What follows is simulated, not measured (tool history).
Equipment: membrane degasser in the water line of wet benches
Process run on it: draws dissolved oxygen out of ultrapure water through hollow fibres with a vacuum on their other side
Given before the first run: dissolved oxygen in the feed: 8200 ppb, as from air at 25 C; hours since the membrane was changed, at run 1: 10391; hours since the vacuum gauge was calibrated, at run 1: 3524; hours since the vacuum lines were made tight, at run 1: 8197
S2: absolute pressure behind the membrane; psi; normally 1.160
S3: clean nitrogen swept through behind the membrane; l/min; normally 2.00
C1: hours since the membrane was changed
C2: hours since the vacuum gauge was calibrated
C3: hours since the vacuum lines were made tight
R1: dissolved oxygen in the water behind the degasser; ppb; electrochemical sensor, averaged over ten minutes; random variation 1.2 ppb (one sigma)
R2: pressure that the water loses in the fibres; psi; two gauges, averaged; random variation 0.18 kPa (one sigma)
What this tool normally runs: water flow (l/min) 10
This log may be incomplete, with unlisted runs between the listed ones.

run 1 hour=0.0 | water_flow_(l/min)=10 S2=1.160 S3=2.00 | C1=10391 C2=3524 C3=8197 | R1=119.4 R2=4.535
run 2 hour=178.1 | water_flow_(l/min)=10 S2=1.160 S3=2.00 | C1=10569 C2=3702 C3=8375 | R1=119.7 R2=4.541
run 3 hour=398.0 | water_flow_(l/min)=10 S2=1.160 S3=2.00 | C1=10789 C2=3921 C3=8595 | R1=121.3 R2=4.531
run 4 hour=612.8 | water_flow_(l/min)=10 S2=1.160 S3=2.00 | C1=11004 C2=4136 C3=8810 | R1=119.8 R2=4.566
run 5 hour=721.6 | water_flow_(l/min)=10 S2=1.160 S3=2.00 | C1=11113 C2=4245 C3=8919 | R1=120.7 R2=4.490
run 6 hour=886.1 | water_flow_(l/min)=10 S2=1.160 S3=2.00 | C1=11277 C2=4410 C3=9083 | R1=118.9 R2=4.532
run 7 hour=1104.2 | water_flow_(l/min)=10 S2=1.025 S3=2.00 | C1=11495 C2=4628 C3=9301 | R1=109.5 R2=4.545
run 8 hour=1337.0 | water_flow_(l/min)=10 S2=1.025 S3=2.00 | C1=11728 C2=4861 C3=9534 | R1=110.9 R2=4.503
-- hour=1361.1 vacuum gauge calibrated
run 9 hour=1590.1 | water_flow_(l/min)=10 S2=1.160 S3=2.00 | C1=11981 C2=229 C3=9787 | R1=119.5 R2=4.499
-- hour=1674.1 seals of the vacuum lines changed
run 10 hour=1776.1 | water_flow_(l/min)=10 S2=1.160 S3=2.00 | C1=12165 C2=413 C3=102 | R1=120.0 R2=4.534
run 11 hour=1957.7 | water_flow_(l/min)=10 S2=1.160 S3=1.75 | C1=12346 C2=595 C3=284 | R1=129.4 R2=4.521
run 12 hour=2205.4 | water_flow_(l/min)=10 S2=1.160 S3=1.75 | C1=12594 C2=842 C3=531 | R1=126.4 R2=4.503
run 13 hour=2393.7 | water_flow_(l/min)=10 S2=1.160 S3=1.75 | C1=12782 C2=1031 C3=720 | R1=128.0 R2=4.505
run 14 hour=2634.2 | water_flow_(l/min)=10 S2=1.160 S3=1.75 | C1=13023 C2=1271 C3=960 | R1=128.2 R2=4.564
run 15 hour=2833.5 | water_flow_(l/min)=10 S2=1.160 S3=2.00 | C1=13222 C2=1470 C3=1159 | R1=119.1 R2=4.531
run 16 hour=3051.5 | water_flow_(l/min)=10 S2=1.160 S3=2.00 | C1=13440 C2=1688 C3=1377 | R1=119.8 R2=4.518
run 17 hour=3274.1 | water_flow_(l/min)=10 S2=1.160 S3=2.00 | C1=13663 C2=1911 C3=1600 | R1=117.9 R2=4.508
run 18 hour=3406.2 | water_flow_(l/min)=6 S2=2.791 S3=2.10 | C1=13795 C2=2043 C3=1732 | R1=131.8 R2=2.759
run 19 hour=3563.2 | water_flow_(l/min)=10 S2=1.914 S3=4.23 | C1=13952 C2=2200 C3=1889 | R1=118.8 R2=4.509
run 20 hour=3725.8 | water_flow_(l/min)=10 S2=1.318 S3=2.16 | C1=14114 C2=2363 C3=2052 | R1=127.8 R2=4.514
run 21 hour=3937.8 | water_flow_(l/min)=16 S2=1.160 S3=3.66 | C1=14326 C2=2575 C3=2264 | R1=200.9 R2=7.161
run 22 hour=4067.2 | water_flow_(l/min)=16 S2=1.160 S3=3.66 | C1=14456 C2=2704 C3=2393 | R1=204.9 R2=7.211
run 23 hour=4316.8 | water_flow_(l/min)=11 S2=1.081 S3=3.66 | C1=14705 C2=2954 C3=2643 | R1=106.4 R2=5.004
run 24 hour=4551.4 | water_flow_(l/min)=11 S2=1.081 S3=3.66 | C1=14940 C2=3188 C3=2877 | R1=106.5 R2=4.995
run 25 hour=4763.6 | water_flow_(l/min)=11 S2=1.081 S3=3.66 | C1=15152 C2=3401 C3=3089 | R1=107.5 R2=4.970
run 26 hour=4938.5 | water_flow_(l/min)=7 S2=1.160 S3=2.00 | C1=15327 C2=3575 C3=3264 | R1=69.0 R2=3.184
run 27 hour=5090.3 | water_flow_(l/min)=7 S2=1.160 S3=2.00 | C1=15479 C2=3727 C3=3416 | R1=68.4 R2=3.191
run 28 hour=5300.3 | water_flow_(l/min)=7 S2=0.962 S3=1.92 | C1=15689 C2=3937 C3=3626 | R1=59.2 R2=3.165
run 29 hour=5511.4 | water_flow_(l/min)=11 S2=0.911 S3=4.88 | C1=15900 C2=4148 C3=3837 | R1=93.8 R2=4.939
run 30 hour=5771.9 | water_flow_(l/min)=11 S2=0.911 S3=4.88 | C1=16160 C2=4409 C3=4098 | R1=96.5 R2=4.972
run 31 hour=6010.9 | water_flow_(l/min)=10 S2=0.922 S3=5.27 | C1=16399 C2=4648 C3=4337 | R1=76.3 R2=4.518
run 32 hour=6154.5 | water_flow_(l/min)=7 S2=0.922 S3=1.75 | C1=16543 C2=4791 C3=4480 | R1=60.0 R2=3.159

Consider 3 possible next runs. They are alternatives, not a sequence: every one starts from the tool as it was left by run 32. What does each give?
-- hour=6236.8 vacuum gauge calibrated
run A hour=6279.7 | water_flow_(l/min)=11 S2=1.249 S3=2.31 | C1=16668 C2=43 C3=4605 | R1=? R2=?
-- hour=6236.8 vacuum gauge calibrated
run B hour=6279.7 | water_flow_(l/min)=10 S2=1.009 S3=2.00 | C1=16668 C2=43 C3=4605 | R1=? R2=?
-- hour=6236.8 vacuum gauge calibrated
run C hour=6279.7 | water_flow_(l/min)=12 S2=1.413 S3=2.24 | C1=16668 C2=43 C3=4605 | R1=? R2=?

run=A R1=136.5 R2=4.975
run=B R1=108.1 R2=4.518
run=C R1=178.3 R2=5.458
The same runs, with their run-to-run variation unchanged, on a tool lacking any hidden condition would have given:
run=A R1=135.9 R2=4.968
run=B R1=107.7 R2=4.511
run=C R1=177.6 R2=5.449
